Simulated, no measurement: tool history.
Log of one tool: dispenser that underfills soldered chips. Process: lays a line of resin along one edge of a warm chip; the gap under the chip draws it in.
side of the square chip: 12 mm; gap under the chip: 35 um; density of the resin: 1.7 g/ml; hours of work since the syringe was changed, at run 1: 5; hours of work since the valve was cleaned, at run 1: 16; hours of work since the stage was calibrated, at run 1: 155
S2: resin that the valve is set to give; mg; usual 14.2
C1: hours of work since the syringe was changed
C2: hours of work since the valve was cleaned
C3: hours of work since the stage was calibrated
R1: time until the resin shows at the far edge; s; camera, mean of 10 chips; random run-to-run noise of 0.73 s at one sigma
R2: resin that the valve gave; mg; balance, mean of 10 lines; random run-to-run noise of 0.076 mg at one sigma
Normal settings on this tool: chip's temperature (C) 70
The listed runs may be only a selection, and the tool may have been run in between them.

run 1 hour=0 | chip's_temperature_(C)=70 S2=14.2 | C1=5 C2=16 C3=155 | R1=103.1 R2=13.97
-- hour=1 new syringe of resin
run 2 hour=4.3 | chip's_temperature_(C)=70 S2=14.4 | C1=2 C2=19 C3=158 | R1=82.8 R2=14.18
-- hour=8.5 new syringe of resin
run 3 hour=8.7 | chip's_temperature_(C)=70 S2=14.4 | C1=0 C2=22 C3=161 | R1=68.7 R2=14.07
run 4 hour=11.3 | chip's_temperature_(C)=70 S2=14.2 | C1=2 C2=24 C3=163 | R1=80.3 R2=13.93
-- hour=16.3 new syringe of resin
run 5 hour=16.5 | chip's_temperature_(C)=70 S2=14.2 | C1=0 C2=28 C3=167 | R1=69.4 R2=13.92
run 6 hour=20.3 | chip's_temperature_(C)=70 S2=18.4 | C1=3 C2=31 C3=170 | R1=86.6 R2=17.82
-- hour=23.7 new syringe of resin
run 7 hour=24.7 | chip's_temperature_(C)=70 S2=14.2 | C1=1 C2=34 C3=173 | R1=72.6 R2=14
run 8 hour=29.2 | chip's_temperature_(C)=75 S2=14.2 | C1=4 C2=37 C3=177 | R1=73.3 R2=13.85
-- hour=31.2 new syringe of resin
run 9 hour=32.6 | chip's_temperature_(C)=75 S2=16.2 | C1=1 C2=40 C3=179 | R1=56.3 R2=15.58
run 10 hour=36.7 | chip's_temperature_(C)=70 S2=14.2 | C1=4 C2=43 C3=182 | R1=96 R2=13.72
-- hour=38.8 new syringe of resin
run 11 hour=42.3 | chip's_temperature_(C)=70 S2=14.2 | C1=3 C2=47 C3=186 | R1=87.6 R2=13.74
-- hour=46.4 new syringe of resin
run 12 hour=47.2 | chip's_temperature_(C)=70 S2=14.2 | C1=1 C2=50 C3=189 | R1=70.7 R2=13.82
run 13 hour=49.7 | chip's_temperature_(C)=70 S2=14.2 | C1=2 C2=52 C3=191 | R1=83.8 R2=13.63
-- hour=53.9 new syringe of resin
run 14 hour=53.9 | chip's_temperature_(C)=70 S2=14.2 | C1=0 C2=55 C3=194 | R1=69.3 R2=13.64
run 15 hour=58.4 | chip's_temperature_(C)=70 S2=14.2 | C1=3 C2=58 C3=198 | R1=93.9 R2=13.66
-- hour=61.5 new syringe of resin
run 16 hour=62.8 | chip's_temperature_(C)=70 S2=14.2 | C1=1 C2=61 C3=201 | R1=77.1 R2=13.61
run 17 hour=66.2 | chip's_temperature_(C)=70 S2=14.2 | C1=4 C2=64 C3=203 | R1=93.4 R2=13.49
-- hour=69.1 new syringe of resin
run 18 hour=69.2 | chip's_temperature_(C)=58 S2=14.2 | C1=0 C2=66 C3=205 | R1=136.6 R2=13.49
run 19 hour=73.4 | chip's_temperature_(C)=66 S2=16.4 | C1=3 C2=69 C3=209 | R1=111.9 R2=15.6
-- hour=76.9 new syringe of resin
-- hour=78.9 dispensing valve cleaned and set on the balance
run 20 hour=79.7 | chip's_temperature_(C)=57 S2=16.9 | C1=1 C2=1 C3=212 | R1=158.2 R2=16.91
run 21 hour=84 | chip's_temperature_(C)=57 S2=16.9 | C1=5 C2=4 C3=216 | R1=204.9 R2=16.95
-- hour=85.4 new syringe of resin
run 22 hour=86.5 | chip's_temperature_(C)=57 S2=16.9 | C1=1 C2=6 C3=217 | R1=148.9 R2=16.93
run 23 hour=90.3 | chip's_temperature_(C)=57 S2=16.9 | C1=4 C2=8 C3=220 | R1=188.7 R2=16.77
-- hour=93 new syringe of resin
run 24 hour=95.3 | chip's_temperature_(C)=57 S2=16.9 | C1=2 C2=12 C3=224 | R1=160.2 R2=16.88
run 25 hour=100.1 | chip's_temperature_(C)=77 S2=14.9 | C1=5 C2=16 C3=227 | R1=73.5 R2=14.55
-- hour=100.8 new syringe of resin
run 26 hour=104.1 | chip's_temperature_(C)=57 S2=18.4 | C1=2 C2=18 C3=230 | R1=173.6 R2=18.24
-- hour=108.4 new syringe of resin
run 27 hour=108.9 | chip's_temperature_(C)=57 S2=18.4 | C1=0 C2=22 C3=234 | R1=142.1 R2=18.16
run 28 hour=111.6 | chip's_temperature_(C)=70 S2=12.8 | C1=2 C2=24 C3=236 | R1=85.8 R2=12.5
run 29 hour=114.6 | chip's_temperature_(C)=70 S2=14.1 | C1=5 C2=26 C3=238 | R1=101.2 R2=13.62
-- hour=116 new syringe of resin
run 30 hour=120.1 | chip's_temperature_(C)=66 S2=14.4 | C1=3 C2=30 C3=242 | R1=111.4 R2=14.12
run 31 hour=122.5 | chip's_temperature_(C)=66 S2=16.3 | C1=5 C2=32 C3=244 | R1=130.4 R2=15.85
-- hour=123.6 new syringe of resin
run 32 hour=127.4 | chip's_temperature_(C)=74 S2=14.4 | C1=3 C2=35 C3=247 | R1=72.9 R2=13.95
-- hour=131.2 new syringe of resin
run 33 hour=131.2 | chip's_temperature_(C)=67 S2=17 | C1=0 C2=38 C3=250 | R1=80.4 R2=16.59
run 34 hour=136.3 | chip's_temperature_(C)=67 S2=17 | C1=4 C2=42 C3=254 | R1=108 R2=16.56
-- hour=139 new syringe of resin
run 35 hour=141.7 | chip's_temperature_(C)=67 S2=17 | C1=2 C2=46 C3=258 | R1=95.5 R2=16.39

For each entry between runs, how does the tool's hidden state at the last listed run before it compare with that at the first listed run after it?
From run 1 to run 2: new syringe of resin (hour 1)
  resin's viscosity, % of fresh resin's: 152.8 -> 122.6; dose that the valve gives, % of what is set: 98.88 -> 98.65; true chip temperature over the reading, C: -0.44 -> -0.46
  what was measured, less what the result would be without the hidden state, R1: +37.2 -> +17 s; R2: -0.16 -> -0.19 mg
From run 2 to run 3: new syringe of resin (hour 8.5)
  resin's viscosity, % of fresh resin's: 122.6 -> 99.1; dose that the valve gives, % of what is set: 98.65 -> 98.43; true chip temperature over the reading, C: -0.46 -> -0.47
  what was measured, less what the result would be without the hidden state, R1: +17 -> +1.2 s; R2: -0.19 -> -0.22 mg
From run 4 to run 5: new syringe of resin (hour 16.3)
  resin's viscosity, % of fresh resin's: 116.6 -> 102.4; dose that the valve gives, % of what is set: 98.26 -> 97.99; true chip temperature over the reading, C: -0.47 -> -0.49
  what was measured, less what the result would be without the hidden state, R1: +13.2 -> +3.5 s; R2: -0.24 -> -0.28 mg
From run 6 to run 7: new syringe of resin (hour 23.7)
  resin's viscosity, % of fresh resin's: 130.2 -> 106.4; dose that the valve gives, % of what is set: 97.79 -> 97.56; true chip temperature over the reading, C: -0.5 -> -0.51
  what was measured, less what the result would be without the hidden state, R1: +21.9 -> +6.4 s; R2: -0.4 -> -0.34 mg
From run 8 to run 9: new syringe of resin (hour 31.2)
  resin's viscosity, % of fresh resin's: 140.7 -> 108.1; dose that the valve gives, % of what is set: 97.29 -> 97.11; true chip temperature over the reading, C: -0.52 -> -0.53
  what was measured, less what the result would be without the hidden state, R1: +22.8 -> +5.7 s; R2: -0.38 -> -0.46 mg
From run 10 to run 11: new syringe of resin (hour 38.8)
  resin's viscosity, % of fresh resin's: 139.5 -> 126.1; dose that the valve gives, % of what is set: 96.89 -> 96.6; true chip temperature over the reading, C: -0.54 -> -0.55
  what was measured, less what the result would be without the hidden state, R1: +29.4 -> +20.4 s; R2: -0.44 -> -0.48 mg
From run 11 to run 12: new syringe of resin (hour 46.4)
  resin's viscosity, % of fresh resin's: 126.1 -> 104.4; dose that the valve gives, % of what is set: 96.6 -> 96.35; true chip temperature over the reading, C: -0.55 -> -0.57
  what was measured, less what the result would be without the hidden state, R1: +20.4 -> +5.3 s; R2: -0.48 -> -0.52 mg
From run 13 to run 14: new syringe of resin (hour 53.9)
  resin's viscosity, % of fresh resin's: 122.3 -> 101.2; dose that the valve gives, % of what is set: 96.21 -> 96; true chip temperature over the reading, C: -0.57 -> -0.58
  what was measured, less what the result would be without the hidden state, R1: +17.6 -> +3.2 s; R2: -0.54 -> -0.57 mg
From run 15 to run 16: new syringe of resin (hour 61.5)
  resin's viscosity, % of fresh resin's: 133.8 -> 111; dose that the valve gives, % of what is set: 95.77 -> 95.56; true chip temperature over the reading, C: -0.59 -> -0.6
  what was measured, less what the result would be without the hidden state, R1: +26.2 -> +10.2 s; R2: -0.6 -> -0.64 mg
From run 17 to run 18: new syringe of resin (hour 69.1)
  resin's viscosity, % of fresh resin's: 137 -> 101.3; dose that the valve gives, % of what is set: 95.36 -> 95.2; true chip temperature over the reading, C: -0.61 -> -0.62
  what was measured, less what the result would be without the hidden state, R1: +27.8 -> +7.1 s; R2: -0.66 -> -0.68 mg
From run 19 to run 20: new syringe of resin (hour 76.9); dispensing valve cleaned and set on the balance (hour 78.9)
  resin's viscosity, % of fresh resin's: 132.1 -> 114; dose that the valve gives, % of what is set: 94.96 -> 100.06; true chip temperature over the reading, C: -0.63 -> -0.64
  what was measured, less what the result would be without the hidden state, R1: +30.2 -> +24.4 s; R2: -0.83 -> +0.01 mg
From run 21 to run 22: new syringe of resin (hour 85.4)
  resin's viscosity, % of fresh resin's: 148.6 -> 105.6; dose that the valve gives, % of what is set: 99.81 -> 99.69; true chip temperature over the reading, C: -0.65 -> -0.66
  what was measured, less what the result would be without the hidden state, R1: +72.1 -> +13.2 s; R2: -0.03 -> -0.05 mg
From run 23 to run 24: new syringe of resin (hour 93)
  resin's viscosity, % of fresh resin's: 133.8 -> 113.3; dose that the valve gives, % of what is set: 99.49 -> 99.25; true chip temperature over the reading, C: -0.67 -> -0.68
  what was measured, less what the result would be without the hidden state, R1: +53.2 -> +24.1 s; R2: -0.08 -> -0.13 mg
From run 25 to run 26: new syringe of resin (hour 100.8)
  resin's viscosity, % of fresh resin's: 153.3 -> 122.9; dose that the valve gives, % of what is set: 98.98 -> 98.79; true chip temperature over the reading, C: -0.7 -> -0.71
  what was measured, less what the result would be without the hidden state, R1: +27.2 -> +38.1 s; R2: -0.15 -> -0.22 mg
From run 26 to run 27: new syringe of resin (hour 108.4)
  resin's viscosity, % of fresh resin's: 122.9 -> 102.5; dose that the valve gives, % of what is set: 98.79 -> 98.55; true chip temperature over the reading, C: -0.71 -> -0.72
  what was measured, less what the result would be without the hidden state, R1: +38.1 -> +9.1 s; R2: -0.22 -> -0.27 mg
From run 29 to run 30: new syringe of resin (hour 116)
  resin's viscosity, % of fresh resin's: 146.9 -> 131; dose that the valve gives, % of what is set: 98.22 -> 97.95; true chip temperature over the reading, C: -0.73 -> -0.75
  what was measured, less what the result would be without the hidden state, R1: +35.1 -> +30 s; R2: -0.25 -> -0.29 mg
From run 31 to run 32: new syringe of resin (hour 123.6)
  resin's viscosity, % of fresh resin's: 152.7 -> 129.9; dose that the valve gives, % of what is set: 97.81 -> 97.53; true chip temperature over the reading, C: -0.75 -> -0.76
  what was measured, less what the result would be without the hidden state, R1: +48.4 -> +19.1 s; R2: -0.36 -> -0.35 mg
From run 32 to run 33: new syringe of resin (hour 131.2)
  resin's viscosity, % of fresh resin's: 129.9 -> 98.5; dose that the valve gives, % of what is set: 97.53 -> 97.36; true chip temperature over the reading, C: -0.76 -> -0.77
  what was measured, less what the result would be without the hidden state, R1: +19.1 -> +2.2 s; R2: -0.35 -> -0.45 mg
From run 34 to run 35: new syringe of resin (hour 139)
  resin's viscosity, % of fresh resin's: 134.9 -> 118.6; dose that the valve gives, % of what is set: 97.1 -> 96.85; true chip temperature over the reading, C: -0.79 -> -0.8
  what was measured, less what the result would be without the hidden state, R1: +31.3 -> +18.4 s; R2: -0.49 -> -0.53 mg
